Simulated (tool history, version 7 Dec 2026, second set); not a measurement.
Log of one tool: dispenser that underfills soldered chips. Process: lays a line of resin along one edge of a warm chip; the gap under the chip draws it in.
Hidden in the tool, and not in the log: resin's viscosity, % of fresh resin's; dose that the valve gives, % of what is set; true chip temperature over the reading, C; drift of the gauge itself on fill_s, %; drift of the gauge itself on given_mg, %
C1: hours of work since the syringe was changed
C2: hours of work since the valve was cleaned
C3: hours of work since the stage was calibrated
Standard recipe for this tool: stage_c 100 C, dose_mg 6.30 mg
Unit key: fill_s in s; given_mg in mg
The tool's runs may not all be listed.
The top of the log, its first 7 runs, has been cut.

{"day": 3.092, "done": "dispensing valve cleaned and set on the balance"}
{"run": 8, "day": 3.183, "stage_c": 100, "dose_mg": 5.81, "C1": 10, "C2": 2, "C3": 213, "fill_s": 145.4, "given_mg": 5.81}
{"day": 3.221, "done": "new syringe of resin"}
{"run": 9, "day": 3.696, "stage_c": 98, "dose_mg": 6.3, "C1": 9, "C2": 11, "C3": 222, "fill_s": 148.1, "given_mg": 6.28}
{"day": 3.783, "done": "new syringe of resin"}
{"run": 10, "day": 4.0, "stage_c": 97, "dose_mg": 6.3, "C1": 4, "C2": 17, "C3": 228, "fill_s": 127.6, "given_mg": 6.26}
{"day": 4.342, "done": "new syringe of resin"}
{"run": 11, "day": 4.412, "stage_c": 97, "dose_mg": 6.3, "C1": 1, "C2": 24, "C3": 236, "fill_s": 116.7, "given_mg": 6.26}
{"run": 12, "day": 4.858, "stage_c": 100, "dose_mg": 6.3, "C1": 10, "C2": 33, "C3": 244, "fill_s": 145.5, "given_mg": 6.19}
{"day": 4.921, "done": "new syringe of resin"}
{"run": 13, "day": 5.125, "stage_c": 100, "dose_mg": 6.3, "C1": 4, "C2": 37, "C3": 249, "fill_s": 116.1, "given_mg": 6.2}
{"day": 5.483, "done": "new syringe of resin"}
{"run": 14, "day": 5.6, "stage_c": 100, "dose_mg": 6.3, "C1": 2, "C2": 46, "C3": 258, "fill_s": 112.3, "given_mg": 6.17}
{"day": 6.062, "done": "new syringe of resin"}
{"run": 15, "day": 6.062, "stage_c": 100, "dose_mg": 6.3, "C1": 0, "C2": 55, "C3": 266, "fill_s": 99.0, "given_mg": 6.19}
{"run": 16, "day": 6.546, "stage_c": 100, "dose_mg": 6.3, "C1": 9, "C2": 64, "C3": 275, "fill_s": 138.1, "given_mg": 6.18}
{"day": 6.642, "done": "new syringe of resin"}
{"run": 17, "day": 6.821, "stage_c": 100, "dose_mg": 6.3, "C1": 3, "C2": 69, "C3": 280, "fill_s": 113.5, "given_mg": 6.04}
{"day": 7.196, "done": "new syringe of resin"}
{"run": 18, "day": 7.404, "stage_c": 100, "dose_mg": 6.3, "C1": 4, "C2": 80, "C3": 291, "fill_s": 117.4, "given_mg": 6.16}

Run 19 has not been measured yet. What should we expect?
{"run": 19, "day": 7.717, "stage_c": 93, "dose_mg": 5.9, "C1": 10, "C2": 85, "C3": 297, "fill_s": "?", "given_mg": "?"}

Run 19 gave fill_s 185.4 s, given_mg 5.63 mg.
Were there no unlogged condition in the tool, this run, its random variation unchanged, would have produced fill_s 131.5 s, given_mg 5.88 mg.
